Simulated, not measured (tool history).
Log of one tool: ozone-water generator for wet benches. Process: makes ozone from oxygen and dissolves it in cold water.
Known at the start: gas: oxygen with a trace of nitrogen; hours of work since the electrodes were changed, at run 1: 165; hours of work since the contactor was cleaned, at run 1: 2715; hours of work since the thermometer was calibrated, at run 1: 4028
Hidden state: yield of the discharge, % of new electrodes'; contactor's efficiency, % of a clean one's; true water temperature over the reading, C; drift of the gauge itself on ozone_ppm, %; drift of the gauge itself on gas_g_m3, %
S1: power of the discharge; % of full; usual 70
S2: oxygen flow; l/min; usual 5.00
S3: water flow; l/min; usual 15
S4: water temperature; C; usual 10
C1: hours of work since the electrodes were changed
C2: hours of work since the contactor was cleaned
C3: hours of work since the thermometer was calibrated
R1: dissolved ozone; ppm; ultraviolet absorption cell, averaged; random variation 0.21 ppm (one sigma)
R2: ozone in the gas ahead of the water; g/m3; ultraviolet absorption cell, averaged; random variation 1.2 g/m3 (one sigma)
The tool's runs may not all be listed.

Run 1, hour 0.0: usual settings; C1 165; C2 2715; C3 4028. Result: R1 30.5 ppm, R2 214.8 g/m3.
Run 2, hour 31.2: usual settings; C1 185; C2 2735; C3 4048. Result: R1 30.5 ppm, R2 217.9 g/m3.
Run 3, hour 54.5: usual settings; C1 199; C2 2750; C3 4062. Result: R1 30.1 ppm, R2 215.7 g/m3.
Run 4, hour 75.5: usual settings; C1 213; C2 2763; C3 4076. Result: R1 30.4 ppm, R2 216.0 g/m3.
Run 5, hour 100.7: usual settings; C1 229; C2 2779; C3 4091. Result: R1 30.6 ppm, R2 215.6 g/m3.
Run 6, hour 124.5: usual settings; C1 244; C2 2794; C3 4106. Result: R1 30.5 ppm, R2 217.4 g/m3.
Run 7, hour 138.8: usual settings; C1 253; C2 2803; C3 4115. Result: R1 30.0 ppm, R2 215.8 g/m3.
Run 8, hour 160.1: usual settings; C1 266; C2 2816; C3 4129. Result: R1 30.5 ppm, R2 213.2 g/m3.
Run 9, hour 186.0: usual settings but S1 44 % of full; C1 282; C2 2833; C3 4145. Result: R1 21.3 ppm, R2 153.0 g/m3.
Run 10, hour 202.6: usual settings but S1 44 % of full, S2 3.41 l/min; C1 293; C2 2843; C3 4156. Result: R1 20.4 ppm, R2 180.4 g/m3.
Run 11, hour 219.4: usual settings; C1 304; C2 2854; C3 4166. Result: R1 29.8 ppm, R2 215.1 g/m3.
Run 12, hour 234.5: usual settings; C1 313; C2 2863; C3 4176. Result: R1 30.0 ppm, R2 215.0 g/m3.
Run 13, hour 265.0: usual settings; C1 332; C2 2882; C3 4195. Result: R1 30.3 ppm, R2 215.6 g/m3.
Run 14, hour 284.7: usual settings; C1 345; C2 2895; C3 4208. Result: R1 30.2 ppm, R2 215.2 g/m3.
Run 15, hour 308.3: usual settings; C1 360; C2 2910; C3 4223. Result: R1 30.1 ppm, R2 214.6 g/m3.
Run 16, hour 329.7: usual settings; C1 373; C2 2923; C3 4236. Result: R1 30.3 ppm, R2 212.8 g/m3.
Run 17, hour 362.5: usual settings; C1 394; C2 2944; C3 4257. Result: R1 30.5 ppm, R2 213.9 g/m3.
Run 18, hour 383.3: usual settings but S1 42 % of full, S2 5.08 l/min, S3 12 l/min; C1 407; C2 2957; C3 4270. Result: R1 24.8 ppm, R2 147.0 g/m3.
Run 19, hour 401.1: usual settings but S1 42 % of full, S2 5.08 l/min, S3 12 l/min; C1 418; C2 2968; C3 4281. Result: R1 24.5 ppm, R2 146.6 g/m3.
Run 20, hour 422.4: usual settings but S1 66 % of full, S2 8.73 l/min, S4 14 C; C1 432; C2 2982; C3 4295. Result: R1 27.1 ppm, R2 158.1 g/m3.
Run 21, hour 448.3: usual settings but S1 66 % of full, S2 8.73 l/min, S4 14 C; C1 448; C2 2998; C3 4311. Result: R1 27.1 ppm, R2 159.0 g/m3.
Run 22, hour 483.0: usual settings but S1 81 % of full, S2 3.66 l/min, S3 14 l/min, S4 6 C; C1 470; C2 3020; C3 4333. Result: R1 35.6 ppm, R2 275.0 g/m3.
Run 23, hour 501.3: usual settings but S1 88 % of full, S4 6 C; C1 482; C2 3032; C3 4344. Result: R1 37.5 ppm, R2 251.5 g/m3.
Run 24, hour 522.3: usual settings but S1 88 % of full, S4 6 C; C1 495; C2 3045; C3 4358. Result: R1 37.4 ppm, R2 253.5 g/m3.
Run 25, hour 545.1: usual settings but S3 10 l/min; C1 509; C2 3059; C3 4372. Result: R1 39.4 ppm, R2 212.7 g/m3.
Run 26, hour 576.4: usual settings but S1 91 % of full, S3 14 l/min, S4 16 C; C1 529; C2 3079; C3 4392. Result: R1 35.0 ppm, R2 260.1 g/m3.
Run 27, hour 601.7: usual settings but S3 12 l/min; C1 545; C2 3095; C3 4408. Result: R1 35.5 ppm, R2 213.4 g/m3.
Run 28, hour 630.3: usual settings but S1 74 % of full; C1 563; C2 3113; C3 4426. Result: R1 31.4 ppm, R2 224.0 g/m3.
Run 29, hour 657.7: usual settings but S1 74 % of full; C1 580; C2 3130; C3 4443. Result: R1 31.3 ppm, R2 222.2 g/m3.
Run 30, hour 675.5: usual settings but S1 62 % of full, S4 13 C; C1 592; C2 3142; C3 4454. Result: R1 26.3 ppm, R2 196.2 g/m3.
Run 31, hour 697.3: usual settings but S1 84 % of full, S2 3.14 l/min, S3 17 l/min, S4 7 C; C1 605; C2 3155; C3 4468. Result: R1 29.2 ppm, R2 299.9 g/m3.
Run 32, hour 712.2: usual settings but S1 84 % of full, S2 3.14 l/min, S3 17 l/min, S4 7 C; C1 615; C2 3165; C3 4477. Result: R1 29.0 ppm, R2 301.7 g/m3.
Run 33, hour 732.8: usual settings but S1 73 % of full, S4 6 C; C1 628; C2 3178; C3 4491. Result: R1 32.4 ppm, R2 219.8 g/m3.

Hidden state or all else? Some run-to-run changes of R1, split into what the settings, what came in and random variation would give without the hidden state, and what is left for the hidden state (with any gauge scatter that isn't in both results):
Run 8 -> 9: S1 70 -> 44. R1 -9.2 ppm: hidden state +0.3, all else -9.5.
Run 10 -> 11: S1 44 -> 70, S2 3.41 -> 5.00. R1 +9.4 ppm: hidden state -0.4, all else +9.8.
Run 21 -> 22: S1 66 -> 81, S2 8.73 -> 3.66, S3 15 -> 14, S4 14 -> 6. R1 +8.5 ppm: hidden state -0.4, all else +8.9.
